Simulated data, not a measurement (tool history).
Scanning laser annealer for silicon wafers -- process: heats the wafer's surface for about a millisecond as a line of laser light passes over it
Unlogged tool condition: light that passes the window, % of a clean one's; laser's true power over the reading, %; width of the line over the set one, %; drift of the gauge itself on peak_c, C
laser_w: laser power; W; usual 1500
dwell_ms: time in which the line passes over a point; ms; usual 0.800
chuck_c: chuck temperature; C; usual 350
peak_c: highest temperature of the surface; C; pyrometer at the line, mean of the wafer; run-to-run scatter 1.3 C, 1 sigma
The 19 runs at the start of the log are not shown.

run     day  laser_w  dwell_ms  chuck_c  hours of work since the window was cleaned  hours of work since the power meter was calibrated  hours of work since the optics were aligned  peak_c
 20   5.633     1500     0.800      350                                         583                                                 273                                          580    1088
 21   5.979     1500     0.800      350                                         588                                                 278                                          585    1088
 22   6.254     1500     0.800      390                                         592                                                 282                                          589    1128
 23   6.458     1500     0.852      350                                         596                                                 285                                          593    1117
 24   6.796     1580     0.800      350                                         601                                                 290                                          598    1132
 25   7.050     1580     0.800      350                                         605                                                 294                                          602    1131
 26   7.367     1365     0.800      380                                         609                                                 299                                          606    1048
 27   7.771     1365     0.800      370                                         616                                                 305                                          613    1040
 28   8.204     1411     0.732      335                                         622                                                 312                                          619     994
 29   8.633     1587     0.651      323                                         629                                                 318                                          626    1028
 30   8.967     1346     0.705      387                                         634                                                 323                                          631    1004
 31   9.375     1330     0.897      312                                         640                                                 330                                          637    1006
 32   9.754     1624     0.955      312                                         646                                                 335                                          643    1197
 33  10.183     1393     0.955      386                                         652                                                 342                                          649    1139
 34  10.454     1393     0.955      386                                         656                                                 346                                          653    1134
 35  10.792     1393     0.955      386                                         661                                                 351                                          659    1139
 36  11.179     1465     0.615      376                                         667                                                 357                                          664    1003
 37  11.517     1465     0.583      389                                         673                                                 362                                          670     999

What if the next run were any one of these 3? Each begins from the tool's condition after run 37:
  A  11.908     1500     0.979      339                                         679                                                 368                                          676       ?
  B  11.908     1465     0.597      358                                         679                                                 368                                          676       ?
  C  11.908     1465     0.584      373                                         679                                                 368                                          676       ?

run  peak_c
  A    1161
  B     974
  C     985
Stripped of hidden state, with their random variation kept, the same runs would have yielded:
run  peak_c
  A    1163
  B     976
  C     987
